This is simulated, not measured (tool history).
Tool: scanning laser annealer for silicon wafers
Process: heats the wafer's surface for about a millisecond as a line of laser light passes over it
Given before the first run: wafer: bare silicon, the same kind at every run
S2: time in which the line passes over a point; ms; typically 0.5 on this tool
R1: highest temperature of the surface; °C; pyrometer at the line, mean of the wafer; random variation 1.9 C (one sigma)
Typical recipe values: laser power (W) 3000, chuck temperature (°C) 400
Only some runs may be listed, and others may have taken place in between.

run 1 hour=0 | laser_power_(W)=3000 S2=0.5 chuck_temperature_(°C)=400 | R1=1124
run 2 hour=22.1 | laser_power_(W)=3000 S2=0.5 chuck_temperature_(°C)=389 | R1=1114
run 3 hour=36.4 | laser_power_(W)=2662 S2=0.5 chuck_temperature_(°C)=400 | R1=1017
run 4 hour=52.3 | laser_power_(W)=3000 S2=0.5 chuck_temperature_(°C)=400 | R1=1124
run 5 hour=67 | laser_power_(W)=3000 S2=0.5 chuck_temperature_(°C)=400 | R1=1122
-- hour=79.5 window over the wafer cleaned
run 6 hour=84.8 | laser_power_(W)=3000 S2=0.508 chuck_temperature_(°C)=400 | R1=1130
run 7 hour=100.7 | laser_power_(W)=2816 S2=0.508 chuck_temperature_(°C)=400 | R1=1072
run 8 hour=112.8 | laser_power_(W)=2895 S2=0.5 chuck_temperature_(°C)=400 | R1=1093
run 9 hour=131.6 | laser_power_(W)=2895 S2=0.5 chuck_temperature_(°C)=400 | R1=1093
run 10 hour=140.9 | laser_power_(W)=2895 S2=0.5 chuck_temperature_(°C)=400 | R1=1095
run 11 hour=163.7 | laser_power_(W)=2895 S2=0.5 chuck_temperature_(°C)=400 | R1=1096
run 12 hour=174.2 | laser_power_(W)=3000 S2=0.5 chuck_temperature_(°C)=400 | R1=1125
run 13 hour=187.7 | laser_power_(W)=3000 S2=0.5 chuck_temperature_(°C)=400 | R1=1125
run 14 hour=202 | laser_power_(W)=3000 S2=0.5 chuck_temperature_(°C)=400 | R1=1126
run 15 hour=219.6 | laser_power_(W)=2801 S2=0.361 chuck_temperature_(°C)=417 | R1=992
run 16 hour=242.1 | laser_power_(W)=2567 S2=0.47 chuck_temperature_(°C)=389 | R1=965
run 17 hour=254.1 | laser_power_(W)=2567 S2=0.364 chuck_temperature_(°C)=389 | R1=901
run 18 hour=266 | laser_power_(W)=2981 S2=0.618 chuck_temperature_(°C)=415 | R1=1203
run 19 hour=284.7 | laser_power_(W)=3045 S2=0.399 chuck_temperature_(°C)=389 | R1=1061
run 20 hour=297.3 | laser_power_(W)=3045 S2=0.399 chuck_temperature_(°C)=389 | R1=1056
run 21 hour=307.6 | laser_power_(W)=3000 S2=0.513 chuck_temperature_(°C)=383 | R1=1116
run 22 hour=330.1 | laser_power_(W)=3000 S2=0.513 chuck_temperature_(°C)=383 | R1=1118
run 23 hour=341.7 | laser_power_(W)=3000 S2=0.513 chuck_temperature_(°C)=383 | R1=1119
run 24 hour=354.8 | laser_power_(W)=3285 S2=0.508 chuck_temperature_(°C)=379 | R1=1205
run 25 hour=373.6 | laser_power_(W)=2812 S2=0.5 chuck_temperature_(°C)=400 | R1=1066
run 26 hour=392.3 | laser_power_(W)=2812 S2=0.5 chuck_temperature_(°C)=400 | R1=1064
run 27 hour=410.4 | laser_power_(W)=2720 S2=0.546 chuck_temperature_(°C)=400 | R1=1064
run 28 hour=424.2 | laser_power_(W)=3000 S2=0.515 chuck_temperature_(°C)=438 | R1=1172

What if the next run were any one of these 4? Each begins from the tool's condition after run 28:
run A hour=439.9 | laser_power_(W)=3000 S2=0.541 chuck_temperature_(°C)=400 | R1=?
run B hour=439.9 | laser_power_(W)=2879 S2=0.48 chuck_temperature_(°C)=407 | R1=?
run C hour=439.9 | laser_power_(W)=2835 S2=0.435 chuck_temperature_(°C)=400 | R1=?
run D hour=439.9 | laser_power_(W)=3038 S2=0.46 chuck_temperature_(°C)=384 | R1=?

run=A R1=1151
run=B R1=1080
run=C R1=1034
run=D R1=1093
Take away the tool's hidden state, keep each run's random variation, and the runs would have read:
run=A R1=1152
run=B R1=1081
run=C R1=1035
run=D R1=1094

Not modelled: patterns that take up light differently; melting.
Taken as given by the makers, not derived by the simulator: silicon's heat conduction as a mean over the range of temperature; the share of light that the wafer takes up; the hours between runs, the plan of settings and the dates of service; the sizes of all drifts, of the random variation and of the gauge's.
